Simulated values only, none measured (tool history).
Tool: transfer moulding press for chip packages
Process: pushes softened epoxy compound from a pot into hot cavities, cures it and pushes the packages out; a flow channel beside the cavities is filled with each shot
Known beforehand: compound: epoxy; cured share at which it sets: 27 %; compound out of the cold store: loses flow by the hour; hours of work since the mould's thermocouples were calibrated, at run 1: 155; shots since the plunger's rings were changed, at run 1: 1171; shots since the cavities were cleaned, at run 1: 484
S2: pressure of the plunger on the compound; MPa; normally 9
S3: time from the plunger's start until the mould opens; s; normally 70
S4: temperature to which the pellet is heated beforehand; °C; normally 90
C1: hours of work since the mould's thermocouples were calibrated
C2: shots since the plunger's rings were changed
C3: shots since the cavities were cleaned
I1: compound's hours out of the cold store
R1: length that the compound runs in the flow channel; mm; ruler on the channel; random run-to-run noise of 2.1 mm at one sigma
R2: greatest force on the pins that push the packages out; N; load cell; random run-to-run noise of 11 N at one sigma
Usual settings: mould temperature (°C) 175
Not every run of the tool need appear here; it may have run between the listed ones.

Run 1, hour 0: usual settings; C1 155; C2 1171; C3 484; I1 42.5. Result: R1 672 mm, R2 461 N.
At hour 26.1: cavities cleaned with cleaning compound and waxed.
Run 2, hour 30.4: usual settings; C1 176; C2 1700; C3 79; I1 32. Result: R1 720 mm, R2 489 N.
Run 3, hour 71.4: usual settings; C1 206; C2 2449; C3 828; I1 45.9. Result: R1 657 mm, R2 460 N.
At hour 80.2: cavities cleaned with cleaning compound and waxed.
Run 4, hour 96.5: usual settings; C1 223; C2 2880; C3 297; I1 21.6. Result: R1 769 mm, R2 520 N.
At hour 109.5: plunger's sealing rings changed.
At hour 137.1: cavities cleaned with cleaning compound and waxed.
Run 5, hour 137.1: usual settings but mould temperature (°C) 171; C1 250; C2 478; C3 0; I1 15.3. Result: R1 811 mm, R2 682 N.
At hour 190.8: cavities cleaned with cleaning compound and waxed.
Run 6, hour 190.8: usual settings; C1 287; C2 1431; C3 0; I1 24. Result: R1 759 mm, R2 515 N.
Run 7, hour 229.3: usual settings; C1 315; C2 2136; C3 705; I1 30.1. Result: R1 732 mm, R2 483 N.
At hour 243.6: cavities cleaned with cleaning compound and waxed.
Run 8, hour 281.4: usual settings; C1 352; C2 3062; C3 691; I1 30.7. Result: R1 723 mm, R2 454 N.
At hour 288.3: plunger's sealing rings changed.
At hour 298.7: cavities cleaned with cleaning compound and waxed.
Run 9, hour 320.8: usual settings; C1 378; C2 566; C3 403; I1 18.5. Result: R1 790 mm, R2 516 N.
At hour 351.4: cavities cleaned with cleaning compound and waxed.
Run 10, hour 352.2: usual settings; C1 399; C2 1113; C3 14; I1 26.2. Result: R1 748 mm, R2 492 N.
Run 11, hour 391.3: usual settings; C1 428; C2 1828; C3 729; I1 47.3. Result: R1 650 mm, R2 444 N.
At hour 403: cavities cleaned with cleaning compound and waxed.
Run 12, hour 424.5: usual settings; C1 451; C2 2409; C3 393; I1 34.2. Result: R1 707 mm, R2 481 N.
Run 13, hour 446.8: usual settings but S4 97 °C; C1 467; C2 2816; C3 800; I1 47.7. Result: R1 652 mm, R2 448 N.
At hour 455.6: cavities cleaned with cleaning compound and waxed.
At hour 466.8: plunger's sealing rings changed.
Run 14, hour 480.3: usual settings but S2 9.37 MPa; C1 488; C2 247; C3 406; I1 43.4. Result: R1 683 mm, R2 443 N.
At hour 513.6: cavities cleaned with cleaning compound and waxed.
Run 15, hour 532.1: usual settings but S2 9.37 MPa; C1 525; C2 1167; C3 338; I1 41.3. Result: R1 692 mm, R2 444 N.
At hour 568: cavities cleaned with cleaning compound and waxed.
Run 16, hour 568.9: usual settings but mould temperature (°C) 173, S2 10.08 MPa; C1 550; C2 1812; C3 17; I1 32.9. Result: R1 762 mm, R2 539 N.
At hour 619.6: cavities cleaned with cleaning compound and waxed.
Run 17, hour 619.6: usual settings but mould temperature (°C) 173, S2 10.08 MPa; C1 586; C2 2711; C3 0; I1 18.2. Result: R1 835 mm, R2 585 N.
At hour 643.4: plunger's sealing rings changed.
Run 18, hour 647.1: usual settings but mould temperature (°C) 176, S3 74 s, S4 93 °C; C1 604; C2 67; C3 458; I1 24. Result: R1 759 mm, R2 403 N.
At hour 673.7: cavities cleaned with cleaning compound and waxed.
Run 19, hour 686: usual settings but mould temperature (°C) 179, S2 9.75 MPa, S4 81 °C; C1 631; C2 750; C3 224; I1 31. Result: R1 749 mm, R2 393 N.
At hour 710.5: mould's thermocouples calibrated.
Run 20, hour 723.1: usual settings but S4 84 °C; C1 9; C2 1393; C3 867; I1 42. Result: R1 674 mm, R2 471 N.
At hour 729: cavities cleaned with cleaning compound and waxed.
Run 21, hour 773.4: usual settings but S4 84 °C; C1 45; C2 2285; C3 812; I1 43.9. Result: R1 665 mm, R2 468 N.
At hour 783.7: cavities cleaned with cleaning compound and waxed.
Run 22, hour 805.4: usual settings but S2 7.9 MPa; C1 67; C2 2842; C3 397; I1 28.5. Result: R1 692 mm, R2 488 N.
At hour 823.1: plunger's sealing rings changed.
At hour 840.8: cavities cleaned with cleaning compound and waxed.
Run 23, hour 861.9: usual settings but S2 7.9 MPa; C1 105; C2 683; C3 386; I1 21.5. Result: R1 723 mm, R2 496 N.
At hour 893.2: cavities cleaned with cleaning compound and waxed.
Run 24, hour 917.6: usual settings but S2 6.92 MPa; C1 144; C2 1674; C3 447; I1 21.6. Result: R1 676 mm, R2 500 N.
At hour 945: cavities cleaned with cleaning compound and waxed.
Run 25, hour 945: usual settings but S2 8.31 MPa, S3 76 s, S4 82 °C; C1 163; C2 2147; C3 0; I1 31.9. Result: R1 693 mm, R2 404 N.
Run 26, hour 981.9: usual settings but mould temperature (°C) 176, S2 8.45 MPa, S3 66 s, S4 92 °C; C1 190; C2 2822; C3 675; I1 25.9. Result: R1 722 mm, R2 521 N.

Here are 4 independent what-if runs from the current tool condition. What would each one return?
At hour 998.3: plunger's sealing rings changed.
At hour 999.8: cavities cleaned with cleaning compound and waxed.
Run A, hour 1022.1: usual settings but mould temperature (°C) 176, S2 8.45 MPa, S3 108 s, S4 92 °C; C1 216; C2 408; C3 408; I1 44.2. Result: R1 ?, R2 ?.
At hour 998.3: plunger's sealing rings changed.
At hour 999.8: cavities cleaned with cleaning compound and waxed.
Run B, hour 1022.1: usual settings but S3 50 s; C1 216; C2 408; C3 408; I1 41.7. Result: R1 ?, R2 ?.
At hour 998.3: plunger's sealing rings changed.
At hour 999.8: cavities cleaned with cleaning compound and waxed.
Run C, hour 1022.1: usual settings but mould temperature (°C) 176, S2 8.45 MPa, S3 77 s, S4 92 °C; C1 216; C2 408; C3 408; I1 33.9. Result: R1 ?, R2 ?.
At hour 998.3: plunger's sealing rings changed.
At hour 999.8: cavities cleaned with cleaning compound and waxed.
Run D, hour 1022.1: usual settings but mould temperature (°C) 170, S2 8.45 MPa, S3 65 s, S4 92 °C; C1 216; C2 408; C3 408; I1 11. Result: R1 ?, R2 ?.

run   R1    R2
  A  642   280
  B  675  1012
  C  689   367
  D  811   853
Had the tool no hidden state, the same runs would have come out as:
run   R1    R2
  A  642   278
  B  675  1007
  C  689   365
  D  811   848

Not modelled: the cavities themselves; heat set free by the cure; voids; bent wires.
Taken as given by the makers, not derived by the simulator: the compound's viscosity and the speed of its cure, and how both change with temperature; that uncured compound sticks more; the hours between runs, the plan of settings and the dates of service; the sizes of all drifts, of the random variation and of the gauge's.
